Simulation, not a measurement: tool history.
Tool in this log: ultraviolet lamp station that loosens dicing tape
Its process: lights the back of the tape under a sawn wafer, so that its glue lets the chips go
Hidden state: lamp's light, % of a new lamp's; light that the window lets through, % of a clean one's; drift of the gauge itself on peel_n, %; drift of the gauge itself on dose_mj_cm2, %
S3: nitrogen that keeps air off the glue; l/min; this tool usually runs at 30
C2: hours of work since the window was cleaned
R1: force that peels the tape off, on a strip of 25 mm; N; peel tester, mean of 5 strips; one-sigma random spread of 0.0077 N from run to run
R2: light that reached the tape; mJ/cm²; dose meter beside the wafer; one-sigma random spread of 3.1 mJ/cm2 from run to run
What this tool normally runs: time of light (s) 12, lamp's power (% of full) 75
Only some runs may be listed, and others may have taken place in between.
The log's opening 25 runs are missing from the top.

{"run": 26, "hour": 1039.0, "time of light (s)": 22, "lamp's power (% of full)": 60, "S3": 37, "hours of work of the lamp": 757, "C2": 229, "R1": 0.224, "R2": 517}
{"run": 27, "hour": 1097.8, "time of light (s)": 7, "lamp's power (% of full)": 74, "S3": 16, "hours of work of the lamp": 798, "C2": 270, "R1": 1.275, "R2": 196}
{"run": 28, "hour": 1151.9, "time of light (s)": 7, "lamp's power (% of full)": 84, "S3": 16, "hours of work of the lamp": 836, "C2": 308, "R1": 1.118, "R2": 221}
{"run": 29, "hour": 1195.2, "time of light (s)": 21, "lamp's power (% of full)": 84, "S3": 51, "hours of work of the lamp": 866, "C2": 338, "R1": 0.163, "R2": 644}
{"run": 30, "hour": 1237.0, "time of light (s)": 21, "lamp's power (% of full)": 69, "S3": 49, "hours of work of the lamp": 895, "C2": 367, "R1": 0.198, "R2": 516}
{"hour": 1256.1, "done": "window cleaned of glue's vapour"}
{"run": 31, "hour": 1273.8, "time of light (s)": 18, "lamp's power (% of full)": 69, "S3": 12, "hours of work of the lamp": 920, "C2": 12, "R1": 0.37, "R2": 489}
{"run": 32, "hour": 1316.1, "time of light (s)": 7, "lamp's power (% of full)": 69, "S3": 12, "hours of work of the lamp": 950, "C2": 42, "R1": 1.358, "R2": 187}
{"run": 33, "hour": 1350.2, "time of light (s)": 18, "lamp's power (% of full)": 75, "S3": 14, "hours of work of the lamp": 974, "C2": 66, "R1": 0.32, "R2": 517}
{"run": 34, "hour": 1392.1, "time of light (s)": 10, "lamp's power (% of full)": 73, "S3": 35, "hours of work of the lamp": 1003, "C2": 95, "R1": 0.677, "R2": 269}
{"run": 35, "hour": 1436.1, "time of light (s)": 10, "lamp's power (% of full)": 73, "S3": 35, "hours of work of the lamp": 1033, "C2": 126, "R1": 0.735, "R2": 267}
{"run": 36, "hour": 1464.3, "time of light (s)": 21, "lamp's power (% of full)": 74, "S3": 26, "hours of work of the lamp": 1053, "C2": 145, "R1": 0.206, "R2": 565}
{"run": 37, "hour": 1505.3, "time of light (s)": 20, "lamp's power (% of full)": 64, "S3": 30, "hours of work of the lamp": 1082, "C2": 174, "R1": 0.3, "R2": 461}
{"run": 38, "hour": 1531.3, "time of light (s)": 11, "lamp's power (% of full)": 91, "S3": 10, "hours of work of the lamp": 1100, "C2": 192, "R1": 0.692, "R2": 352}
{"run": 39, "hour": 1563.4, "time of light (s)": 11, "lamp's power (% of full)": 91, "S3": 10, "hours of work of the lamp": 1122, "C2": 214, "R1": 0.736, "R2": 346}
{"run": 40, "hour": 1620.3, "time of light (s)": 6, "lamp's power (% of full)": 97, "S3": 30, "hours of work of the lamp": 1162, "C2": 254, "R1": 1.101, "R2": 194}
{"run": 41, "hour": 1666.8, "time of light (s)": 12, "lamp's power (% of full)": 74, "S3": 30, "hours of work of the lamp": 1194, "C2": 286, "R1": 0.664, "R2": 297}
{"run": 42, "hour": 1720.3, "time of light (s)": 13, "lamp's power (% of full)": 60, "S3": 30, "hours of work of the lamp": 1232, "C2": 324, "R1": 0.846, "R2": 253}
{"run": 43, "hour": 1746.5, "time of light (s)": 13, "lamp's power (% of full)": 60, "S3": 30, "hours of work of the lamp": 1250, "C2": 342, "R1": 0.797, "R2": 247}
{"run": 44, "hour": 1791.0, "time of light (s)": 13, "lamp's power (% of full)": 60, "S3": 30, "hours of work of the lamp": 1281, "C2": 373, "R1": 0.829, "R2": 245}

Below are 3 alternative next runs, each starting from the tool's condition after run 44. Predict each:
{"hour": 1802.5, "done": "window cleaned of glue's vapour"}
{"run": "A", "hour": 1836.1, "time of light (s)": 12, "lamp's power (% of full)": 81, "S3": 31, "hours of work of the lamp": 1312, "C2": 23, "R1": "?", "R2": "?"}
{"hour": 1802.5, "done": "window cleaned of glue's vapour"}
{"run": "B", "hour": 1836.1, "time of light (s)": 13, "lamp's power (% of full)": 70, "S3": 26, "hours of work of the lamp": 1312, "C2": 23, "R1": "?", "R2": "?"}
{"hour": 1802.5, "done": "window cleaned of glue's vapour"}
{"run": "C", "hour": 1836.1, "time of light (s)": 15, "lamp's power (% of full)": 60, "S3": 30, "hours of work of the lamp": 1312, "C2": 23, "R1": "?", "R2": "?"}

run=A R1=0.499 R2=338
run=B R1=0.598 R2=313
run=C R1=0.599 R2=311
Stripped of hidden state, with their random variation kept, the same runs would have yielded:
run=A R1=0.238 R2=505
run=B R1=0.293 R2=468
run=C R1=0.293 R2=465
